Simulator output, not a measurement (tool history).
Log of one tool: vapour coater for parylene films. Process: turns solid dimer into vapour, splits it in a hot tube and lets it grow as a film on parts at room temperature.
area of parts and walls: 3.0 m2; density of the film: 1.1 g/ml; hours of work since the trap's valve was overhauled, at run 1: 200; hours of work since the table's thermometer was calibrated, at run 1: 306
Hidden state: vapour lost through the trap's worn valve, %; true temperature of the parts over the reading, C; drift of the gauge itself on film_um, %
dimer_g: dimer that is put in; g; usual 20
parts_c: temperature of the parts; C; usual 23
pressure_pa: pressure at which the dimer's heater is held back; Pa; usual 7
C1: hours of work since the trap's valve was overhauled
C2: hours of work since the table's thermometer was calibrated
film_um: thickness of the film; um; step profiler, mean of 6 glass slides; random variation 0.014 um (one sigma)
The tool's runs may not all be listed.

Run 1, hour 0: usual settings; C1 200; C2 306. Result: film_um 2.59 um.
Run 2, hour 20.4: usual settings; C1 215; C2 322. Result: film_um 2.58 um.
Run 3, hour 33.3: usual settings; C1 225; C2 332. Result: film_um 2.59 um.
Run 4, hour 49.7: usual settings but parts_c 25 C; C1 238; C2 344. Result: film_um 2.48 um.
Run 5, hour 64.4: usual settings but dimer_g 26 g; C1 249; C2 356. Result: film_um 3.34 um.
Run 6, hour 82.6: usual settings but dimer_g 26 g; C1 263; C2 370. Result: film_um 3.34 um.
Run 7, hour 99.4: usual settings; C1 276; C2 383. Result: film_um 2.58 um.
Run 8, hour 109.7: usual settings; C1 284; C2 391. Result: film_um 2.55 um.
Run 9, hour 122.2: usual settings; C1 293; C2 400. Result: film_um 2.57 um.
Run 10, hour 142.6: usual settings but parts_c 28 C; C1 309; C2 416. Result: film_um 2.34 um.
Run 11, hour 155.4: usual settings but parts_c 28 C; C1 319; C2 426. Result: film_um 2.35 um.
Run 12, hour 168.4: usual settings but parts_c 28 C; C1 329; C2 436. Result: film_um 2.32 um.
Run 13, hour 180.7: usual settings but parts_c 28 C; C1 338; C2 445. Result: film_um 2.32 um.
Run 14, hour 199: usual settings but parts_c 16 C; C1 352; C2 459. Result: film_um 2.84 um.
Run 15, hour 208: usual settings but parts_c 21 C; C1 359; C2 466. Result: film_um 2.62 um.
Run 16, hour 226.6: usual settings but parts_c 21 C; C1 373; C2 480. Result: film_um 2.61 um.
Run 17, hour 243: usual settings but parts_c 21 C; C1 386; C2 493. Result: film_um 2.6 um.
Run 18, hour 253.8: usual settings but parts_c 21 C, pressure_pa 8.03 Pa; C1 394; C2 501. Result: film_um 2.53 um.
Run 19, hour 266.5: usual settings but pressure_pa 6.16 Pa; C1 404; C2 511. Result: film_um 2.55 um.
Run 20, hour 282: usual settings but pressure_pa 6.16 Pa; C1 416; C2 523. Result: film_um 2.56 um.
Run 21, hour 302.3: usual settings but pressure_pa 6.16 Pa; C1 431; C2 538. Result: film_um 2.54 um.
Run 22, hour 316.8: usual settings but parts_c 20 C; C1 443; C2 549. Result: film_um 2.59 um.
Run 23, hour 329.4: usual settings; C1 452; C2 559. Result: film_um 2.46 um.
Run 24, hour 341.3: usual settings but dimer_g 19 g, parts_c 28 C, pressure_pa 5.18 Pa; C1 461; C2 568. Result: film_um 2.32 um.
Run 25, hour 355.8: usual settings but dimer_g 19 g, parts_c 28 C, pressure_pa 5.18 Pa; C1 472; C2 579. Result: film_um 2.28 um.
Run 26, hour 376: usual settings but dimer_g 32 g, parts_c 15 C, pressure_pa 5.88 Pa; C1 488; C2 595. Result: film_um 4.66 um.
Run 27, hour 390.2: usual settings but dimer_g 32 g, parts_c 15 C, pressure_pa 5.88 Pa; C1 499; C2 606. Result: film_um 4.66 um.
Run 28, hour 403.5: usual settings but dimer_g 16 g, parts_c 24 C, pressure_pa 4.04 Pa; C1 509; C2 616. Result: film_um 2.15 um.
Run 29, hour 422.3: usual settings but dimer_g 24 g, parts_c 31 C, pressure_pa 3.21 Pa; C1 523; C2 630. Result: film_um 3.01 um.
Run 30, hour 435.8: usual settings but dimer_g 24 g, parts_c 29 C, pressure_pa 3.98 Pa; C1 534; C2 641. Result: film_um 2.98 um.
Run 31, hour 454.5: usual settings but dimer_g 24 g, parts_c 29 C, pressure_pa 3.98 Pa; C1 548; C2 655. Result: film_um 2.97 um.
At hour 465.6: trap's valve overhauled.
Run 32, hour 472.8: usual settings but dimer_g 10 g, parts_c 18 C, pressure_pa 2.94 Pa; C1 6; C2 666. Result: film_um 1.79 um.
Run 33, hour 491.5: usual settings but dimer_g 10 g, parts_c 18 C, pressure_pa 9.98 Pa; C1 20; C2 680. Result: film_um 1.35 um.
Run 34, hour 512.2: usual settings but dimer_g 10 g, parts_c 18 C, pressure_pa 9.98 Pa; C1 36; C2 696. Result: film_um 1.37 um.
Run 35, hour 526.9: usual settings but parts_c 25 C; C1 47; C2 707. Result: film_um 2.6 um.
Run 36, hour 544: usual settings but parts_c 19 C, pressure_pa 11.95 Pa; C1 60; C2 720. Result: film_um 2.58 um.
Run 37, hour 555.9: usual settings but dimer_g 19 g, pressure_pa 7.11 Pa; C1 69; C2 730. Result: film_um 2.53 um.
Run 38, hour 570.1: usual settings but parts_c 19 C, pressure_pa 3.18 Pa; C1 80; C2 740. Result: film_um 3.34 um.
Run 39, hour 589.9: usual settings but parts_c 19 C, pressure_pa 3.18 Pa; C1 95; C2 756. Result: film_um 3.33 um.
Run 40, hour 601.1: usual settings but dimer_g 13 g, parts_c 17 C, pressure_pa 2.01 Pa; C1 104; C2 764. Result: film_um 2.49 um.
Run 41, hour 612.7: usual settings but pressure_pa 2.05 Pa; C1 113; C2 773. Result: film_um 3.42 um.
Run 42, hour 629.9: usual settings but pressure_pa 2.05 Pa; C1 126; C2 786. Result: film_um 3.42 um.
Run 43, hour 643.1: usual settings but dimer_g 11 g, pressure_pa 5.45 Pa; C1 136; C2 796. Result: film_um 1.53 um.
Run 44, hour 663.2: usual settings but dimer_g 8 g, parts_c 28 C, pressure_pa 5.45 Pa; C1 152; C2 812. Result: film_um 1.02 um.
Run 45, hour 676.3: usual settings but dimer_g 9 g, pressure_pa 4.56 Pa; C1 162; C2 822. Result: film_um 1.29 um.
Run 46, hour 686.8: usual settings but dimer_g 15 g, pressure_pa 11.7 Pa; C1 170; C2 830. Result: film_um 1.77 um.

Forecast each of these 5 alternatives for the next run:
Run A, hour 705: usual settings but dimer_g 27 g, parts_c 27 C, pressure_pa 4.62 Pa; C1 184; C2 844. Result: film_um ?.
Run B, hour 705: usual settings but dimer_g 16 g, pressure_pa 11.7 Pa; C1 184; C2 844. Result: film_um ?.
Run C, hour 705: usual settings but dimer_g 35 g, parts_c 27 C, pressure_pa 9.49 Pa; C1 184; C2 844. Result: film_um ?.
Run D, hour 705: usual settings but dimer_g 15 g, parts_c 20 C, pressure_pa 3.78 Pa; C1 184; C2 844. Result: film_um ?.
Run E, hour 705: usual settings but dimer_g 14 g, pressure_pa 3.26 Pa; C1 184; C2 844. Result: film_um ?.

run  film_um
  A     3.62
  B     1.87
  C     4.02
  D     2.36
  E     2.15
Without the tool's hidden state the same runs would have given:
run  film_um
  A     3.79
  B     1.96
  C     4.21
  D     2.47
  E     2.26
